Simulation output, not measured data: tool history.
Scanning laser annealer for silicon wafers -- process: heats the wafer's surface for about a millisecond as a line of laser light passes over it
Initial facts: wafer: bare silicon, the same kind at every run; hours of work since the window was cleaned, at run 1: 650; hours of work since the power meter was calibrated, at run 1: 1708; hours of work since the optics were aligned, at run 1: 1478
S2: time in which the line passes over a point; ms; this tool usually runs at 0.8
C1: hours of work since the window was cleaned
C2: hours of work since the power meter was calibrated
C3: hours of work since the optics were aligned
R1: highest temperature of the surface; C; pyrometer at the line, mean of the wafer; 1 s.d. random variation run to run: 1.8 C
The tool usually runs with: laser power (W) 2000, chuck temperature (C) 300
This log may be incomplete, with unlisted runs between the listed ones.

Run 1, hour 0: usual settings; C1 650; C2 1708; C3 1478. Result: R1 1013 C.
Run 2, hour 75.6: usual settings; C1 710; C2 1768; C3 1539. Result: R1 1011 C.
Run 3, hour 115.6: usual settings; C1 742; C2 1800; C3 1571. Result: R1 1013 C.
Run 4, hour 182: usual settings but S2 0.575 ms; C1 795; C2 1853; C3 1624. Result: R1 915 C.
Run 5, hour 262.2: usual settings; C1 859; C2 1917; C3 1688. Result: R1 1001 C.
At hour 296.7: window over the wafer cleaned.
Run 6, hour 297: usual settings; C1 0; C2 1943; C3 1714. Result: R1 1045 C.
Run 7, hour 353.5: usual settings; C1 45; C2 1988; C3 1759. Result: R1 1043 C.
Run 8, hour 417.9: usual settings; C1 97; C2 2040; C3 1810. Result: R1 1034 C.
Run 9, hour 454.6: usual settings; C1 126; C2 2069; C3 1840. Result: R1 1033 C.
At hour 500.7: optics aligned, line set to its width.
Run 10, hour 531.7: usual settings; C1 184; C2 2127; C3 25. Result: R1 1048 C.
Run 11, hour 572.2: usual settings; C1 216; C2 2159; C3 57. Result: R1 1043 C.
Run 12, hour 613: usual settings; C1 248; C2 2191; C3 90. Result: R1 1044 C.
Run 13, hour 688.9: usual settings; C1 309; C2 2252; C3 150. Result: R1 1039 C.
Run 14, hour 729.1: usual settings; C1 341; C2 2284; C3 182. Result: R1 1037 C.
Run 15, hour 780.9: usual settings; C1 382; C2 2325; C3 224. Result: R1 1036 C.
Run 16, hour 831.7: usual settings; C1 423; C2 2366; C3 264. Result: R1 1033 C.
Run 17, hour 912.4: usual settings; C1 487; C2 2430; C3 329. Result: R1 1027 C.
Run 18, hour 955.9: usual settings but S2 0.951 ms; C1 522; C2 2465; C3 363. Result: R1 1079 C.
Run 19, hour 1026.5: usual settings but S2 0.951 ms; C1 578; C2 2521; C3 420. Result: R1 1078 C.
Run 20, hour 1089.7: usual settings but laser power (W) 2017, S2 0.951 ms; C1 629; C2 2572; C3 470. Result: R1 1084 C.
Run 21, hour 1136: usual settings but laser power (W) 1808, S2 0.763 ms, chuck temperature (C) 305; C1 666; C2 2609; C3 507. Result: R1 940 C.
Run 22, hour 1199: usual settings but laser power (W) 1808, S2 0.763 ms, chuck temperature (C) 305; C1 716; C2 2659; C3 557. Result: R1 940 C.
Run 23, hour 1271.4: usual settings but laser power (W) 1808, S2 0.843 ms, chuck temperature (C) 305; C1 774; C2 2717; C3 615. Result: R1 962 C.
Run 24, hour 1342: usual settings but laser power (W) 1909, S2 0.675 ms; C1 830; C2 2773; C3 671. Result: R1 926 C.
Run 25, hour 1408.7: usual settings but S2 0.806 ms, chuck temperature (C) 326; C1 883; C2 2826; C3 725. Result: R1 1035 C.
At hour 1415.2: window over the wafer cleaned.
Run 26, hour 1468.2: usual settings but S2 0.986 ms, chuck temperature (C) 285; C1 42; C2 2872; C3 770. Result: R1 1109 C.
Run 27, hour 1502.2: usual settings but S2 0.986 ms, chuck temperature (C) 285; C1 69; C2 2899; C3 798. Result: R1 1105 C.
Run 28, hour 1535.3: usual settings but laser power (W) 1947, S2 0.837 ms, chuck temperature (C) 304; C1 96; C2 2926; C3 824. Result: R1 1044 C.
Run 29, hour 1570.7: usual settings but S2 0.717 ms; C1 124; C2 2954; C3 852. Result: R1 1014 C.
Run 30, hour 1616.1: usual settings but S2 0.717 ms; C1 160; C2 2990; C3 888. Result: R1 1006 C.
Run 31, hour 1670.6: usual settings but laser power (W) 1708, chuck temperature (C) 331; C1 204; C2 3034; C3 932. Result: R1 963 C.
Run 32, hour 1741.3: usual settings but laser power (W) 1874, S2 0.792 ms; C1 260; C2 3090; C3 988. Result: R1 988 C.
Run 33, hour 1801: usual settings but laser power (W) 1753, S2 0.577 ms, chuck temperature (C) 311; C1 308; C2 3138; C3 1036. Result: R1 874 C.
Run 34, hour 1848.3: usual settings but laser power (W) 1936, S2 0.577 ms, chuck temperature (C) 298; C1 346; C2 3176; C3 1074. Result: R1 915 C.
Run 35, hour 1918.7: usual settings but laser power (W) 1936, S2 0.577 ms, chuck temperature (C) 298; C1 402; C2 3232; C3 1130. Result: R1 913 C.
Run 36, hour 1966.4: usual settings but chuck temperature (C) 321; C1 440; C2 3270; C3 1168. Result: R1 1051 C.
Run 37, hour 2021.6: usual settings but chuck temperature (C) 321; C1 484; C2 3314; C3 1212. Result: R1 1048 C.
Run 38, hour 2082.6: usual settings but laser power (W) 1985, chuck temperature (C) 321; C1 533; C2 3363; C3 1261. Result: R1 1037 C.
Run 39, hour 2136.8: usual settings but laser power (W) 1985, chuck temperature (C) 321; C1 576; C2 3406; C3 1304. Result: R1 1039 C.
Run 40, hour 2172.6: usual settings but laser power (W) 1985, chuck temperature (C) 321; C1 604; C2 3434; C3 1333. Result: R1 1033 C.

What would each run have given without the hidden state, its run-to-run variation left as it was?
Hidden conditions of the tool in this case: light that passes the window, % of a clean one's; laser's true power over the reading, %; width of the line over the set one, %; drift of the gauge itself on peak_c, C.
run    R1
  1  1052
  2  1054
  3  1058
  4   956
  5  1052
  6  1057
  7  1058
  8  1052
  9  1052
 10  1058
 11  1054
 12  1058
 13  1057
 14  1056
 15  1058
 16  1056
 17  1054
 18  1111
 19  1113
 20  1122
 21   973
 22   975
 23  1002
 24   967
 25  1085
 26  1113
 27  1112
 28  1051
 29  1023
 30  1017
 31   974
 32  1003
 33   888
 34   933
 35   933
 36  1077
 37  1077
 38  1068
 39  1073
 40  1069

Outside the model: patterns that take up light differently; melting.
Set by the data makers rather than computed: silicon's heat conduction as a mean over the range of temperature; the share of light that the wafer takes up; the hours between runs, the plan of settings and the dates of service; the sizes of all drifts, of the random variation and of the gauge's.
